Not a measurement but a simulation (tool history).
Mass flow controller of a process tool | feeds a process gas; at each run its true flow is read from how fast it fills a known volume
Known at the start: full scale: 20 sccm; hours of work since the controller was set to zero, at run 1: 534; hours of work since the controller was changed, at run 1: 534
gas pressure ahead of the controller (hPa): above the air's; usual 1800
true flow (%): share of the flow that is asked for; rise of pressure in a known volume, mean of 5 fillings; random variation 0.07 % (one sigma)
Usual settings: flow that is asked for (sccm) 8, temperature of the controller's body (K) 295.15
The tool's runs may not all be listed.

run   hour  flow that is asked for (sccm)  gas pressure ahead of the controller (hPa)  temperature of the controller's body (K)  hours of work since the controller was set to zero  hours of work since the controller was changed  true flow (%)
  1      0                              8                                        1800                                    295.15                                                 534                                             534          98.43
  2  113.3                              8                                        1800                                    295.15                                                 578                                             578          98.27
  3  183.9                              8                                        1800                                    298.15                                                 606                                             606          98.23
  4  307.3                              8                                        2680                                    298.15                                                 654                                             654          97.43
  5  396.4                              8                                        2680                                    298.15                                                 689                                             689          97.45
  6  518.9                             19                                        1920                                    295.15                                                 737                                             737         100.08
  7  638.7                              8                                        1440                                    295.15                                                 784                                             784          98.56
  8  769.4                              8                                        1600                                    302.15                                                 835                                             835          97.75
  9  875.3                              8                                        1600                                    302.15                                                 876                                             876          97.86
 10  942.5                              8                                        2740                                    294.15                                                 903                                             903          97.69

3 ways to go on from here, each from the tool as it stands after run 10. What would each give?
  A  1067.3                              9                                        2710                                    293.15                                                 952                                             952              ?
  B  1067.3                              7                                        2030                                    312.15                                                 952                                             952              ?
  C  1067.3                              8                                        1920                                    295.15                                                 952                                             952              ?

run  true flow (%)
  A          97.95
  B          96.41
  C          97.99
Without the tool's hidden state the same runs would have given:
run  true flow (%)
  A          98.35
  B          96.98
  C          98.46
